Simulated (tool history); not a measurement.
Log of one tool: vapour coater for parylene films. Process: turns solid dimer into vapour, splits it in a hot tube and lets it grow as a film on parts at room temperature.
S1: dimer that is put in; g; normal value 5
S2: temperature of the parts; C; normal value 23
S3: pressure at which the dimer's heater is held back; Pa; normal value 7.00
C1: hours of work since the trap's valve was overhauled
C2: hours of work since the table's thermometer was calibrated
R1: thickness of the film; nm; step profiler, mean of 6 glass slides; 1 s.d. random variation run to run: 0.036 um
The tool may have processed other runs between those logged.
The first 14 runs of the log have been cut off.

Run 15, hour 681.4: usual settings but S2 31 C; C1 208; C2 1294. Result: R1 2460 nm.
Run 16, hour 747.8: usual settings but S2 31 C; C1 266; C2 1351. Result: R1 2460 nm.
Run 17, hour 786.6: usual settings but S2 31 C; C1 300; C2 1385. Result: R1 2450 nm.
At hour 842.0: trap's valve overhauled.
Run 18, hour 856.4: usual settings but S2 18 C; C1 13; C2 1443. Result: R1 4750 nm.
Run 19, hour 893.3: usual settings but S2 22 C; C1 45; C2 1475. Result: R1 3840 nm.
Run 20, hour 938.3: usual settings but S2 26 C, S3 8.82 Pa; C1 84; C2 1514. Result: R1 3250 nm.
Run 21, hour 1009.1: usual settings but S1 2 g, S2 26 C, S3 11.45 Pa; C1 146; C2 1576. Result: R1 1240 nm.
Run 22, hour 1072.3: usual settings but S1 3 g, S2 26 C, S3 9.30 Pa; C1 201; C2 1631. Result: R1 1900 nm.
At hour 1145.7: table's thermometer calibrated.
Run 23, hour 1145.7: usual settings but S1 3 g, S2 30 C, S3 3.31 Pa; C1 264; C2 0. Result: R1 1550 nm.
Run 24, hour 1204.4: usual settings but S1 4 g, S2 21 C, S3 2.08 Pa; C1 315; C2 51. Result: R1 3190 nm.
At hour 1245.0: trap's valve overhauled.
Run 25, hour 1281.3: usual settings but S1 2 g, S2 16 C, S3 2.08 Pa; C1 32; C2 115. Result: R1 2150 nm.
Run 26, hour 1329.8: usual settings but S1 2 g, S2 21 C, S3 2.08 Pa; C1 74; C2 157. Result: R1 1720 nm.
Run 27, hour 1363.4: usual settings but S1 2 g, S2 21 C, S3 2.08 Pa; C1 103; C2 186. Result: R1 1710 nm.
Run 28, hour 1427.1: usual settings but S1 6 g, S2 15 C, S3 2.62 Pa; C1 159; C2 242. Result: R1 6470 nm.
Run 29, hour 1482.3: usual settings but S1 6 g, S2 15 C, S3 2.62 Pa; C1 207; C2 290. Result: R1 6410 nm.
Run 30, hour 1518.8: usual settings but S3 3.99 Pa; C1 239; C2 322. Result: R1 3650 nm.
Run 31, hour 1591.2: usual settings but S1 3 g, S2 27 C, S3 5.03 Pa; C1 302; C2 385. Result: R1 1720 nm.
At hour 1647.5: trap's valve overhauled.
Run 32, hour 1647.5: usual settings but S1 6 g, S3 3.28 Pa; C1 0; C2 430. Result: R1 4590 nm.
Run 33, hour 1707.2: usual settings but S1 6 g, S3 3.28 Pa; C1 52; C2 482. Result: R1 4610 nm.
Run 34, hour 1763.7: usual settings; C1 101; C2 532. Result: R1 3670 nm.

Below are 3 alternative next runs, each starting from the tool's condition after run 34. Predict each:
Run A, hour 1838.0: usual settings but S2 27 C, S3 4.85 Pa; C1 166; C2 596. Result: R1 ?.
Run B, hour 1838.0: usual settings but S1 2 g, S2 27 C, S3 2.23 Pa; C1 166; C2 596. Result: R1 ?.
Run C, hour 1838.0: usual settings but S2 18 C, S3 3.43 Pa; C1 166; C2 596. Result: R1 ?.

run    R1
  A  2990
  B  1240
  C  4690
Take away the tool's hidden state, keep each run's random variation, and the runs would have read:
run    R1
  A  3110
  B  1290
  C  4870

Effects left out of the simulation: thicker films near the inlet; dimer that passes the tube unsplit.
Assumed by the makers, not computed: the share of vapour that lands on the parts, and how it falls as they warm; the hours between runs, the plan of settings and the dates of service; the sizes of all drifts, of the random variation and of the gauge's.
